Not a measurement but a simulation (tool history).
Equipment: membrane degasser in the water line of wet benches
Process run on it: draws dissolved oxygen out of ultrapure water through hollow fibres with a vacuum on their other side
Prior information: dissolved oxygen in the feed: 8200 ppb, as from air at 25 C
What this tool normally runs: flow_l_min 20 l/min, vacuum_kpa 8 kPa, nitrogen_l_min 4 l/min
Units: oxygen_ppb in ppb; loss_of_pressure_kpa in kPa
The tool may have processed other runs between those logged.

| run | hour | flow_l_min | vacuum_kpa | nitrogen_l_min | oxygen_ppb | loss_of_pressure_kpa |
|---|---|---|---|---|---|---|
| 1 | 0 | 20 | 8 | 4 | 63.5 | 31.8 |
| 2 | 100.2 | 20 | 8 | 4 | 64.2 | 31.96 |
| 3 | 194.3 | 28 | 8 | 4 | 106.6 | 45.04 |
| 4 | 286.8 | 28 | 8 | 4 | 107.5 | 45.23 |
| 5 | 406.9 | 28 | 8 | 4 | 107.7 | 45.46 |
| 6 | 477.7 | 28 | 8 | 4 | 109 | 45.35 |
| 7 | 567.6 | 19 | 8 | 4 | 58.2 | 30.34 |
| 8 | 650.2 | 19 | 8 | 4 | 59 | 30.66 |
| 9 | 720.3 | 19 | 8 | 4 | 59.5 | 30.83 |
| 10 | 790.4 | 19 | 8 | 4 | 59.4 | 30.95 |
| 11 | 845 | 20 | 8 | 4 | 63.7 | 32.1 |
| 12 | 909 | 20 | 8 | 4 | 63.3 | 32.36 |
| 13 | 1029.8 | 20 | 8 | 4 | 62.1 | 32.51 |
| 14 | 1110.4 | 20 | 8 | 4 | 62.1 | 32.63 |
| 15 | 1176.1 | 20 | 8 | 4 | 63.7 | 32.77 |
| 16 | 1239.5 | 20 | 8 | 4 | 64.3 | 32.67 |
| 17 | 1359.2 | 20 | 12.29 | 1.79 | 240.1 | 32.54 |
| 18 | 1462.1 | 20 | 12.29 | 1.79 | 235 | 33 |
| 19 | 1549.5 | 20 | 12.29 | 1.79 | 235.1 | 33.03 |
| 20 | 1659.1 | 20 | 12.29 | 1.79 | 237.8 | 33.35 |
| 21 | 1792.8 | 24 | 16.16 | 4 | 198.9 | 39.52 |
|  | 1874.9 | vacuum gauge calibrated |
| 22 | 1903.8 | 24 | 16.16 | 4 | 194.4 | 39.71 |
| 23 | 2009.7 | 24 | 16.16 | 4 | 197.2 | 39.71 |
|  | 2096.6 | gauge calibrated |
| 24 | 2117 | 29 | 17.41 | 1.93 | 498.5 | 46.53 |
| 25 | 2175.7 | 29 | 7.97 | 3.13 | 136.9 | 46.64 |
| 26 | 2257 | 22 | 8 | 6.01 | 51.7 | 35.48 |
| 27 | 2357.5 | 22 | 8 | 6.92 | 46.5 | 35.48 |
| 28 | 2442.2 | 22 | 8 | 6.92 | 46.2 | 35.3 |
| 29 | 2556.9 | 29 | 15.88 | 6.92 | 160.9 | 46.94 |
| 30 | 2620.6 | 29 | 14.66 | 6.58 | 150.9 | 47.13 |
| 31 | 2743 | 29 | 11.57 | 2.24 | 272.9 | 47.12 |

Here are 5 independent what-if runs from the current tool condition. What would each one return?
| A | 2823.4 | 20 | 8 | 2.91 | ? | ? |
| B | 2823.4 | 26 | 10 | 4 | ? | ? |
| C | 2823.4 | 29 | 8.38 | 4.33 | ? | ? |
| D | 2823.4 | 29 | 18.96 | 2.24 | ? | ? |
| E | 2823.4 | 29 | 5.35 | 2.24 | ? | ? |

| run | oxygen_ppb | loss_of_pressure_kpa |
|---|---|---|
| A | 83.1 | 32.47 |
| B | 122.8 | 42.4 |
| C | 113.3 | 47.07 |
| D | 476.7 | 47.41 |
| E | 95.2 | 47.24 |
Take away the tool's hidden state, keep each run's random variation, and the runs would have read:
| run | oxygen_ppb | loss_of_pressure_kpa |
|---|---|---|
| A | 83 | 32.13 |
| B | 122.7 | 41.96 |
| C | 113.2 | 46.59 |
| D | 476.5 | 46.92 |
| E | 95.1 | 46.76 |
